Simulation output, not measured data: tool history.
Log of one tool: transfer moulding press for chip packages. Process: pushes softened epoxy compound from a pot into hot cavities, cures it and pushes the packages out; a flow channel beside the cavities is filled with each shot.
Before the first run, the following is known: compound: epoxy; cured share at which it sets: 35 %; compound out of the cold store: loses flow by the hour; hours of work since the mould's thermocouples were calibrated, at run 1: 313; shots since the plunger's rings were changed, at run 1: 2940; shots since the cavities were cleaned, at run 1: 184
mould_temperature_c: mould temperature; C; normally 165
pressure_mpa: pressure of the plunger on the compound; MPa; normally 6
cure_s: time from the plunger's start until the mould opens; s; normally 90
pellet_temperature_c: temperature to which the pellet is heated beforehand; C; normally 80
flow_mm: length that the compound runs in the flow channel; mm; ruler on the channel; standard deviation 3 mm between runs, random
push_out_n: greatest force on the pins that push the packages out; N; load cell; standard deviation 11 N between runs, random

run,hour,mould_temperature_c,pressure_mpa,cure_s,pellet_temperature_c,hours of work since the mould's thermocouples were calibrated,shots since the plunger's rings were changed,shots since the cavities were cleaned,incoming compound's hours out of the cold store,flow_mm,push_out_n
1,0,165,6,90,80,313,2940,184,13.2,680,676
2,11.4,165,6,90,80,320,3061,305,36.5,651,663
3,30.5,165,6,90,80,331,3264,508,45.1,636,754
# hour 39.9: cavities cleaned with cleaning compound and waxed
4,51.3,165,6,90,80,342,3469,122,37.7,643,957
5,65.6,165,6,90,80,351,3621,274,48,631,978
6,82,165,6,90,80,360,3795,448,24.5,661,986
7,93.3,165,6,90,80,367,3914,567,21,661,1038
# hour 96.5: cavities cleaned with cleaning compound and waxed
# hour 102.2: cavities cleaned with cleaning compound and waxed, once more
8,107.9,165,6,90,80,374,4038,61,19.3,667,581
9,123.8,165,6,90,80,383,4207,230,33.8,643,648
10,138.1,165,6,90,80,391,4359,382,39.1,633,728
# hour 158.5: cavities cleaned with cleaning compound and waxed
11,159.5,165,6,90,80,403,4570,10,24.6,655,553
12,171.6,165,6,90,80,410,4699,139,47.1,627,602
13,193.7,165,6,90,80,422,4933,373,23.2,651,746
# hour 215.8: cavities cleaned with cleaning compound and waxed
14,216.5,165,6,90,80,435,5159,7,39.4,631,555
15,228.7,165,6,90,80,442,5290,138,34.2,645,621
# hour 243.2: mould's thermocouples calibrated
# hour 251.1: plunger's sealing rings changed
16,253.8,165,6.78,72,82,5,29,356,47.2,692,1073
17,265.9,165,6.78,72,82,12,158,485,47.9,693,1173
# hour 276.9: cavities cleaned with cleaning compound and waxed
18,281.6,161,6.16,113,84,20,308,50,15.1,714,511
19,296.4,161,6.16,113,84,29,466,208,32.7,688,581
20,306.4,170,6,90,84,34,572,314,40.6,646,566
21,318.1,167,5.88,90,78,41,696,438,38.3,651,686
# hour 333.7: cavities cleaned with cleaning compound and waxed
22,341.6,167,5.88,90,78,54,930,85,22.6,665,534
23,357.5,169,5.88,88,78,63,1098,253,17.4,669,596
24,368.2,169,5.88,88,78,69,1212,367,41.4,631,603
25,382.7,164,6,72,88,78,1366,521,10.2,698,1349
# hour 390.1: cavities cleaned with cleaning compound and waxed
26,394.3,165,6,81,80,84,1474,45,34.8,662,683
27,409.9,162,4.52,90,80,93,1639,210,36.2,578,786
28,420.4,165,4.7,90,80,99,1751,322,43.2,576,683
29,440.4,160,6,90,82,111,1963,534,25.1,683,1011

Here are 3 independent what-if runs from the current tool condition. What would each one return?
# hour 447.1: cavities cleaned with cleaning compound and waxed
A,452.5,160,6,120,82,117,2076,58,11.4,?,?
# hour 447.1: cavities cleaned with cleaning compound and waxed
B,452.5,165,5.61,90,80,117,2076,58,35.1,?,?
# hour 447.1: cavities cleaned with cleaning compound and waxed
C,452.5,165,6,82,83,117,2076,58,14.9,?,?

run,flow_mm,push_out_n
A,706,489
B,636,539
C,679,665
Take away the tool's hidden state, keep each run's random variation, and the runs would have read:
run,flow_mm,push_out_n
A,718,453
B,647,495
C,690,607
